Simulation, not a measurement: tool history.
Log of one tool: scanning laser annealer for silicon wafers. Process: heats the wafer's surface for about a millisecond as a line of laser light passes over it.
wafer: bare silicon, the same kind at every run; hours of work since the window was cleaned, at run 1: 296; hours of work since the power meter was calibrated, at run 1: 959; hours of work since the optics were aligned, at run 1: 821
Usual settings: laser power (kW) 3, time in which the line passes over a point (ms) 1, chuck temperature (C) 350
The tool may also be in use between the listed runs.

| run | day | laser power (kW) | time in which the line passes over a point (ms) | chuck temperature (C) | hours of work since the window was cleaned | hours of work since the power meter was calibrated | hours of work since the optics were aligned | highest temperature of the surface (C) |
|---|---|---|---|---|---|---|---|---|
| 1 | 0 | 3 | 1 | 350 | 296 | 959 | 821 | 1175 |
| 2 | 1.842 | 3 | 1 | 350 | 318 | 981 | 843 | 1175 |
| 3 | 4.188 | 3 | 1 | 350 | 346 | 1009 | 871 | 1174 |
| 4 | 5.917 | 3 | 1 | 350 | 366 | 1029 | 891 | 1171 |
| 5 | 8.262 | 3 | 1 | 350 | 394 | 1057 | 919 | 1170 |
| 6 | 10.183 | 3 | 1.12 | 350 | 417 | 1080 | 942 | 1223 |
| 7 | 12.767 | 3 | 1.12 | 350 | 448 | 1111 | 973 | 1216 |
| 8 | 15.125 | 3 | 0.92 | 350 | 476 | 1139 | 1001 | 1130 |
| 9 | 17.104 | 3 | 0.92 | 350 | 500 | 1162 | 1025 | 1133 |
| 10 | 19.104 | 3 | 0.75 | 350 | 523 | 1186 | 1049 | 1043 |
| 11 | 21.171 | 3 | 1 | 341 | 548 | 1211 | 1073 | 1154 |
|  | 21.954 | window over the wafer cleaned |
| 12 | 22.558 | 3 | 1 | 341 | 7 | 1227 | 1089 | 1176 |
| 13 | 24.588 | 3 | 0.92 | 350 | 31 | 1251 | 1113 | 1150 |
| 14 | 27.021 | 3 | 0.92 | 350 | 60 | 1280 | 1142 | 1147 |
| 15 | 28.671 | 3 | 0.92 | 350 | 80 | 1299 | 1162 | 1146 |
| 16 | 30.846 | 3 | 0.92 | 350 | 106 | 1325 | 1188 | 1145 |
| 17 | 33.171 | 3 | 0.92 | 326 | 134 | 1353 | 1215 | 1122 |
| 18 | 34.504 | 3 | 1.16 | 350 | 150 | 1369 | 1231 | 1248 |
| 19 | 37.012 | 3.21 | 1.16 | 350 | 180 | 1399 | 1261 | 1304 |
| 20 | 39.675 | 3.21 | 1.16 | 350 | 211 | 1431 | 1293 | 1303 |
| 21 | 42.171 | 3 | 1 | 350 | 241 | 1460 | 1322 | 1174 |
| 22 | 43.958 | 3 | 1 | 350 | 262 | 1482 | 1344 | 1170 |
| 23 | 45.562 | 3 | 1 | 363 | 281 | 1501 | 1363 | 1184 |
| 24 | 47.108 | 2.808 | 0.73 | 350 | 300 | 1519 | 1381 | 1000 |
| 25 | 49.762 | 3.18 | 1.05 | 366 | 331 | 1551 | 1413 | 1255 |
| 26 | 52.279 | 3 | 1 | 385 | 361 | 1581 | 1443 | 1202 |
| 27 | 53.962 | 3 | 1 | 340 | 382 | 1601 | 1463 | 1154 |
| 28 | 55.4 | 3 | 1.19 | 340 | 399 | 1618 | 1480 | 1232 |
| 29 | 58.025 | 3 | 1.19 | 340 | 430 | 1649 | 1511 | 1233 |
| 30 | 59.446 | 3 | 1.19 | 340 | 447 | 1666 | 1528 | 1231 |
| 31 | 60.95 | 3 | 1.19 | 340 | 465 | 1684 | 1546 | 1234 |
| 32 | 62.75 | 3.279 | 1.19 | 350 | 486 | 1706 | 1568 | 1318 |
| 33 | 64.146 | 3 | 1.09 | 367 | 503 | 1722 | 1584 | 1211 |
| 34 | 65.621 | 3 | 0.71 | 367 | 520 | 1740 | 1602 | 1038 |
| 35 | 68.138 | 3 | 0.71 | 367 | 550 | 1770 | 1632 | 1034 |
|  | 68.717 | window over the wafer cleaned |
|  | 68.925 | optics aligned, line set to its width |
| 36 | 70.008 | 2.897 | 0.74 | 357 | 13 | 1789 | 13 | 1051 |
| 37 | 71.638 | 2.897 | 0.74 | 357 | 32 | 1808 | 32 | 1054 |
| 38 | 73.567 | 3.118 | 1 | 317 | 55 | 1831 | 55 | 1196 |
| 39 | 75.512 | 3.118 | 1 | 317 | 79 | 1854 | 79 | 1193 |
| 40 | 77.817 | 3.279 | 0.82 | 330 | 106 | 1882 | 106 | 1155 |
| 41 | 79.404 | 3.248 | 1.02 | 325 | 125 | 1901 | 125 | 1244 |

3 ways to go on from here, each from the tool as it stands after run 41. What would each give?
| A | 81.067 | 2.62 | 1 | 325 | 145 | 1920 | 145 | ? |
| B | 81.067 | 3.032 | 0.71 | 328 | 145 | 1920 | 145 | ? |
| C | 81.067 | 3 | 1 | 311 | 145 | 1920 | 145 | ? |

| run | highest temperature of the surface (C) |
|---|---|
| A | 1064 |
| B | 1034 |
| C | 1153 |
Without the tool's hidden state the same runs would have given:
| run | highest temperature of the surface (C) |
|---|---|
| A | 1069 |
| B | 1040 |
| C | 1159 |
